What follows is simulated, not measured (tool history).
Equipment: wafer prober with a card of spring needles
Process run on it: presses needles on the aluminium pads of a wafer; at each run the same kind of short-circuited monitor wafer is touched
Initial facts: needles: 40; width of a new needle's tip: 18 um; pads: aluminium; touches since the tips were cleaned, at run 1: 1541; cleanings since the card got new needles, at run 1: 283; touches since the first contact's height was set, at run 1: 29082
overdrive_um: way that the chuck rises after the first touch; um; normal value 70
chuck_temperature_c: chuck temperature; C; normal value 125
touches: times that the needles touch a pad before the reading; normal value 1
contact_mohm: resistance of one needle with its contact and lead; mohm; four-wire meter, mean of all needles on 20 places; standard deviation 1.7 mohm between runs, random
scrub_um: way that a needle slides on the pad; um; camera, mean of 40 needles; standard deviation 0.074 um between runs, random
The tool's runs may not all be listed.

run,hour,overdrive_um,chuck_temperature_c,touches,touches since the tips were cleaned,cleanings since the card got new needles,touches since the first contact's height was set,contact_mohm,scrub_um
1,0.0,70,125,1,1541,283,29082,189,18.85
# hour 8.0: tips cleaned on abrasive film
# hour 21.1: tips cleaned on abrasive film
# hour 34.3: tips cleaned on abrasive film
# hour 47.5: tips cleaned on abrasive film
2,57.1,70,73,1,3741,287,51184,194,18.91
# hour 59.8: tips cleaned on abrasive film
# hour 70.4: tips cleaned on abrasive film
# hour 83.6: tips cleaned on abrasive film
# hour 96.8: tips cleaned on abrasive film
# hour 107.4: tips cleaned on abrasive film
# hour 120.5: tips cleaned on abrasive film
3,121.0,70,73,1,197,293,75861,173,18.58
# hour 131.6: tips cleaned on abrasive film
# hour 144.8: tips cleaned on abrasive film
# hour 158.0: tips cleaned on abrasive film
# hour 163.5: height of the first contact set anew
# hour 171.5: tips cleaned on abrasive film
# hour 184.7: tips cleaned on abrasive film
# hour 197.9: tips cleaned on abrasive film
4,200.2,70,73,1,896,299,14156,175,18.72
# hour 210.7: tips cleaned on abrasive film
# hour 223.9: tips cleaned on abrasive film
# hour 237.1: tips cleaned on abrasive film
# hour 250.3: tips cleaned on abrasive film
# hour 263.5: tips cleaned on abrasive film
5,272.8,70,73,1,3618,304,42255,199,18.63
# hour 275.5: tips cleaned on abrasive film
# hour 288.7: tips cleaned on abrasive film
# hour 301.9: tips cleaned on abrasive film
# hour 315.0: tips cleaned on abrasive film
6,318.8,70,73,1,1482,308,60056,184,18.55
# hour 326.8: tips cleaned on abrasive film
# hour 337.4: tips cleaned on abrasive film
# hour 350.6: tips cleaned on abrasive film
# hour 363.7: tips cleaned on abrasive film
7,372.8,70,125,1,3525,312,80920,204,18.49
# hour 375.5: tips cleaned on abrasive film
# hour 388.7: tips cleaned on abrasive film
# hour 399.3: tips cleaned on abrasive film
# hour 402.2: height of the first contact set anew
# hour 412.8: tips cleaned on abrasive film
# hour 425.9: tips cleaned on abrasive film
# hour 439.1: tips cleaned on abrasive film
8,439.6,70,125,1,201,318,14481,176,18.82
# hour 450.2: tips cleaned on abrasive film
# hour 463.4: tips cleaned on abrasive film
# hour 476.6: tips cleaned on abrasive film
# hour 489.8: tips cleaned on abrasive film
# hour 503.0: tips cleaned on abrasive film
# hour 516.2: tips cleaned on abrasive film
9,518.8,70,125,1,1019,324,45080,186,18.54
# hour 529.3: tips cleaned on abrasive film
# hour 542.5: tips cleaned on abrasive film
# hour 555.7: tips cleaned on abrasive film
# hour 568.9: tips cleaned on abrasive film
10,577.3,70,125,2,3283,328,67743,190,18.62
# hour 580.0: tips cleaned on abrasive film
# hour 593.2: tips cleaned on abrasive film
# hour 606.4: tips cleaned on abrasive film
# hour 619.6: tips cleaned on abrasive film
# hour 632.8: tips cleaned on abrasive film
# hour 638.3: height of the first contact set anew
# hour 646.3: tips cleaned on abrasive film
11,650.2,70,125,2,1511,334,4571,187,19.05
# hour 658.1: tips cleaned on abrasive film
# hour 671.3: tips cleaned on abrasive film
# hour 684.5: tips cleaned on abrasive film
# hour 697.7: tips cleaned on abrasive film
# hour 710.9: tips cleaned on abrasive film
# hour 721.4: tips cleaned on abrasive film
# hour 734.6: tips cleaned on abrasive film
12,739.5,70,125,2,1887,341,39098,186,18.79
# hour 747.4: tips cleaned on abrasive film
# hour 760.6: tips cleaned on abrasive film
# hour 773.8: tips cleaned on abrasive film
# hour 787.0: tips cleaned on abrasive film
# hour 799.2: tips cleaned on abrasive film
13,799.2,58,125,2,0,346,62168,182,15.19
# hour 812.4: tips cleaned on abrasive film
# hour 825.6: tips cleaned on abrasive film
# hour 838.7: tips cleaned on abrasive film
# hour 851.9: tips cleaned on abrasive film
# hour 864.2: tips cleaned on abrasive film
14,864.2,76,125,1,0,351,87307,176,20.16
# hour 875.0: height of the first contact set anew
# hour 877.7: tips cleaned on abrasive film
# hour 890.9: tips cleaned on abrasive film
# hour 904.1: tips cleaned on abrasive film
15,908.4,76,125,2,1712,354,12933,180,20.43
# hour 916.4: tips cleaned on abrasive film
# hour 929.6: tips cleaned on abrasive film
# hour 942.8: tips cleaned on abrasive film
# hour 956.0: tips cleaned on abrasive film
16,959.9,84,125,1,1539,358,32831,191,22.62
# hour 967.9: tips cleaned on abrasive film
# hour 978.4: tips cleaned on abrasive film
# hour 991.6: tips cleaned on abrasive film
# hour 1004.8: tips cleaned on abrasive film
# hour 1018.0: tips cleaned on abrasive film
# hour 1031.2: tips cleaned on abrasive film
# hour 1044.4: tips cleaned on abrasive film
17,1052.9,54,54,2,3334,365,68806,199,14.15
# hour 1055.6: tips cleaned on abrasive film
# hour 1068.8: tips cleaned on abrasive film
# hour 1082.0: tips cleaned on abrasive film
# hour 1095.2: tips cleaned on abrasive film
# hour 1108.4: tips cleaned on abrasive film
# hour 1111.3: height of the first contact set anew
# hour 1119.3: tips cleaned on abrasive film
# hour 1132.5: tips cleaned on abrasive film
18,1141.2,70,91,1,3392,372,11552,203,18.93
# hour 1143.9: tips cleaned on abrasive film
# hour 1157.1: tips cleaned on abrasive film
# hour 1170.3: tips cleaned on abrasive film
# hour 1183.4: tips cleaned on abrasive film
19,1185.6,79,91,3,843,376,28715,171,21.11

Predict the results of run 20:
# hour 1196.2: tips cleaned on abrasive film
# hour 1206.7: tips cleaned on abrasive film
# hour 1219.9: tips cleaned on abrasive film
# hour 1233.1: tips cleaned on abrasive film
# hour 1246.3: tips cleaned on abrasive film
# hour 1256.9: tips cleaned on abrasive film
# hour 1270.1: tips cleaned on abrasive film
20,1273.6,58,98,1,1376,383,62731,?,?

contact_mohm: 198 mohm
scrub_um: 15.37 um
With no hidden state in the tool, this same run would have given contact_mohm 168 mohm, scrub_um 15.71 um.

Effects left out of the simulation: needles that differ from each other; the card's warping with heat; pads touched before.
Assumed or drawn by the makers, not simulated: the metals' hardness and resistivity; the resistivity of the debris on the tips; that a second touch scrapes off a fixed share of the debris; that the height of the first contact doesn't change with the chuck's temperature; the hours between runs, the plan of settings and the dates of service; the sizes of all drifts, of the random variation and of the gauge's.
